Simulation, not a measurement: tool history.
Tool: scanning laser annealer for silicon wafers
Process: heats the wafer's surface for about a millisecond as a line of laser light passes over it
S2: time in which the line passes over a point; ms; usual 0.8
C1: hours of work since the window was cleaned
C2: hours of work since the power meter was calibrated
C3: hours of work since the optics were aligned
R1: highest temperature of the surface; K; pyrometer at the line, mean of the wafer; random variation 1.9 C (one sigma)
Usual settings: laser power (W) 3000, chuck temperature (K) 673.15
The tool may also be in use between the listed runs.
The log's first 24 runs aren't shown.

{"run": 25, "hour": 1237.3, "laser power (W)": 3136, "S2": 0.713, "chuck temperature (K)": 703.15, "C1": 382, "C2": 1067, "C3": 1382, "R1": 1529.15}
{"hour": 1304.0, "done": "window over the wafer cleaned"}
{"run": 26, "hour": 1304.0, "laser power (W)": 3136, "S2": 0.713, "chuck temperature (K)": 703.15, "C1": 0, "C2": 1109, "C3": 1424, "R1": 1529.15}
{"run": 27, "hour": 1349.3, "laser power (W)": 3279, "S2": 0.8, "chuck temperature (K)": 647.15, "C1": 30, "C2": 1138, "C3": 1454, "R1": 1579.15}
{"run": 28, "hour": 1383.3, "laser power (W)": 3000, "S2": 0.871, "chuck temperature (K)": 674.15, "C1": 52, "C2": 1161, "C3": 1476, "R1": 1552.15}
{"run": 29, "hour": 1428.9, "laser power (W)": 2803, "S2": 0.805, "chuck temperature (K)": 667.15, "C1": 82, "C2": 1190, "C3": 1506, "R1": 1437.15}
{"run": 30, "hour": 1494.7, "laser power (W)": 2562, "S2": 0.805, "chuck temperature (K)": 667.15, "C1": 125, "C2": 1233, "C3": 1549, "R1": 1358.15}
{"hour": 1512.9, "done": "optics aligned, line set to its width"}
{"run": 31, "hour": 1537.7, "laser power (W)": 2898, "S2": 0.805, "chuck temperature (K)": 709.15, "C1": 149, "C2": 1258, "C3": 16, "R1": 1514.15}
{"run": 32, "hour": 1577.9, "laser power (W)": 2783, "S2": 0.8, "chuck temperature (K)": 692.15, "C1": 176, "C2": 1284, "C3": 42, "R1": 1455.15}
{"run": 33, "hour": 1610.6, "laser power (W)": 2783, "S2": 0.8, "chuck temperature (K)": 692.15, "C1": 197, "C2": 1306, "C3": 64, "R1": 1451.15}
{"run": 34, "hour": 1641.3, "laser power (W)": 2871, "S2": 0.572, "chuck temperature (K)": 692.15, "C1": 217, "C2": 1326, "C3": 84, "R1": 1341.15}
{"run": 35, "hour": 1706.1, "laser power (W)": 2653, "S2": 0.8, "chuck temperature (K)": 691.15, "C1": 259, "C2": 1368, "C3": 126, "R1": 1410.15}
{"run": 36, "hour": 1760.8, "laser power (W)": 2653, "S2": 0.8, "chuck temperature (K)": 691.15, "C1": 295, "C2": 1404, "C3": 162, "R1": 1408.15}
{"run": 37, "hour": 1825.1, "laser power (W)": 2653, "S2": 0.8, "chuck temperature (K)": 691.15, "C1": 337, "C2": 1446, "C3": 204, "R1": 1413.15}
{"run": 38, "hour": 1875.3, "laser power (W)": 2641, "S2": 0.718, "chuck temperature (K)": 704.15, "C1": 370, "C2": 1479, "C3": 237, "R1": 1376.15}
{"run": 39, "hour": 1905.2, "laser power (W)": 2848, "S2": 0.987, "chuck temperature (K)": 692.15, "C1": 389, "C2": 1498, "C3": 256, "R1": 1578.15}
{"hour": 1960.4, "done": "window over the wafer cleaned"}
{"run": 40, "hour": 1977.2, "laser power (W)": 2848, "S2": 0.987, "chuck temperature (K)": 692.15, "C1": 11, "C2": 1544, "C3": 302, "R1": 1577.15}

3 ways to go on from here, each from the tool as it stands after run 40. What would each give?
{"run": "A", "hour": 2018.6, "laser power (W)": 2848, "S2": 0.779, "chuck temperature (K)": 692.15, "C1": 38, "C2": 1571, "C3": 329, "R1": "?"}
{"run": "B", "hour": 2018.6, "laser power (W)": 2970, "S2": 0.863, "chuck temperature (K)": 654.15, "C1": 38, "C2": 1571, "C3": 329, "R1": "?"}
{"run": "C", "hour": 2018.6, "laser power (W)": 2787, "S2": 0.945, "chuck temperature (K)": 692.15, "C1": 38, "C2": 1571, "C3": 329, "R1": "?"}

run=A R1=1467.15
run=B R1=1517.15
run=C R1=1536.15
Without the tool's hidden state the same runs would have given:
run=A R1=1467.15
run=B R1=1517.15
run=C R1=1536.15

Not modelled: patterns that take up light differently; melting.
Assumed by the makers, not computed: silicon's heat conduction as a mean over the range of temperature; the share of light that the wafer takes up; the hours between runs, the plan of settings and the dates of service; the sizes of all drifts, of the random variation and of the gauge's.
